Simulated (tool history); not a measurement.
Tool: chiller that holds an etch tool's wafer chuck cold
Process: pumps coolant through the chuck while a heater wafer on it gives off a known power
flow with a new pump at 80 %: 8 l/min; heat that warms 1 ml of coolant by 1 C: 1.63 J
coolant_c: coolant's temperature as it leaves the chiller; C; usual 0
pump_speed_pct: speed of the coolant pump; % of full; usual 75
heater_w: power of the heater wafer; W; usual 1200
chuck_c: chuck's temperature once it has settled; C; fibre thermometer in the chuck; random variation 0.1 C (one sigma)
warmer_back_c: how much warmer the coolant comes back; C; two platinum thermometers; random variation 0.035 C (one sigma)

run 1 day=0.000 | coolant_c=0 pump_speed_pct=75 heater_w=1200 | chuck_c=11.3 warmer_back_c=6.01
run 2 day=6.429 | coolant_c=0 pump_speed_pct=71 heater_w=1200 | chuck_c=11.8 warmer_back_c=6.28
run 3 day=13.296 | coolant_c=0 pump_speed_pct=71 heater_w=1200 | chuck_c=12.0 warmer_back_c=6.35
run 4 day=18.738 | coolant_c=0 pump_speed_pct=71 heater_w=1200 | chuck_c=12.0 warmer_back_c=6.32
run 5 day=25.838 | coolant_c=0 pump_speed_pct=71 heater_w=1200 | chuck_c=12.1 warmer_back_c=6.42
run 6 day=31.129 | coolant_c=0 pump_speed_pct=71 heater_w=1200 | chuck_c=12.0 warmer_back_c=6.39
run 7 day=37.638 | coolant_c=-4 pump_speed_pct=75 heater_w=1200 | chuck_c=7.6 warmer_back_c=6.05
run 8 day=46.796 | coolant_c=-4 pump_speed_pct=75 heater_w=1200 | chuck_c=7.4 warmer_back_c=5.96
run 9 day=55.575 | coolant_c=0 pump_speed_pct=75 heater_w=1528 | chuck_c=14.8 warmer_back_c=7.76
run 10 day=61.171 | coolant_c=0 pump_speed_pct=75 heater_w=1528 | chuck_c=14.6 warmer_back_c=7.63
run 11 day=70.408 | coolant_c=0 pump_speed_pct=75 heater_w=1528 | chuck_c=14.8 warmer_back_c=7.73
run 12 day=75.417 | coolant_c=0 pump_speed_pct=75 heater_w=1200 | chuck_c=11.5 warmer_back_c=6.07
run 13 day=79.729 | coolant_c=0 pump_speed_pct=66 heater_w=1200 | chuck_c=13.0 warmer_back_c=7.03
run 14 day=88.258 | coolant_c=0 pump_speed_pct=66 heater_w=1200 | chuck_c=13.2 warmer_back_c=7.08
run 15 day=96.804 | coolant_c=0 pump_speed_pct=81 heater_w=1200 | chuck_c=11.0 warmer_back_c=5.60
run 16 day=102.517 | coolant_c=-9 pump_speed_pct=85 heater_w=1200 | chuck_c=1.6 warmer_back_c=5.31
-- day=104.817 chiller's thermometer calibrated
run 17 day=111.762 | coolant_c=-6 pump_speed_pct=75 heater_w=1200 | chuck_c=5.9 warmer_back_c=6.12
run 18 day=120.750 | coolant_c=-6 pump_speed_pct=75 heater_w=1200 | chuck_c=5.9 warmer_back_c=6.12
run 19 day=125.496 | coolant_c=-6 pump_speed_pct=78 heater_w=665 | chuck_c=0.4 warmer_back_c=3.25
run 20 day=132.733 | coolant_c=0 pump_speed_pct=76 heater_w=1024 | chuck_c=10.1 warmer_back_c=5.20
run 21 day=137.288 | coolant_c=5 pump_speed_pct=89 heater_w=1363 | chuck_c=16.6 warmer_back_c=5.75
run 22 day=145.454 | coolant_c=-3 pump_speed_pct=99 heater_w=1552 | chuck_c=9.1 warmer_back_c=5.92
run 23 day=150.775 | coolant_c=0 pump_speed_pct=81 heater_w=1200 | chuck_c=11.3 warmer_back_c=5.64
run 24 day=159.492 | coolant_c=0 pump_speed_pct=81 heater_w=1200 | chuck_c=11.5 warmer_back_c=5.74
run 25 day=166.092 | coolant_c=0 pump_speed_pct=74 heater_w=1285 | chuck_c=13.3 warmer_back_c=6.72
run 26 day=171.054 | coolant_c=0 pump_speed_pct=74 heater_w=1285 | chuck_c=13.3 warmer_back_c=6.77
run 27 day=176.296 | coolant_c=3 pump_speed_pct=74 heater_w=1645 | chuck_c=20.1 warmer_back_c=8.68
run 28 day=183.367 | coolant_c=0 pump_speed_pct=96 heater_w=951 | chuck_c=7.9 warmer_back_c=3.76
run 29 day=192.521 | coolant_c=0 pump_speed_pct=96 heater_w=951 | chuck_c=8.0 warmer_back_c=3.79
run 30 day=196.517 | coolant_c=1 pump_speed_pct=99 heater_w=1200 | chuck_c=10.6 warmer_back_c=4.66

Forecast each of these 4 alternatives for the next run:
run A day=202.258 | coolant_c=1 pump_speed_pct=99 heater_w=1138 | chuck_c=? warmer_back_c=?
run B day=202.258 | coolant_c=-9 pump_speed_pct=70 heater_w=1291 | chuck_c=? warmer_back_c=?
run C day=202.258 | coolant_c=0 pump_speed_pct=75 heater_w=618 | chuck_c=? warmer_back_c=?
run D day=202.258 | coolant_c=7 pump_speed_pct=99 heater_w=1200 | chuck_c=? warmer_back_c=?

run=A chuck_c=10.1 warmer_back_c=4.43
run=B chuck_c=5.1 warmer_back_c=7.28
run=C chuck_c=6.4 warmer_back_c=3.20
run=D chuck_c=16.6 warmer_back_c=4.62
Without the tool's hidden state the same runs would have given:
run=A chuck_c=9.1 warmer_back_c=4.19
run=B chuck_c=3.6 warmer_back_c=6.88
run=C chuck_c=5.7 warmer_back_c=3.03
run=D chuck_c=15.6 warmer_back_c=4.36
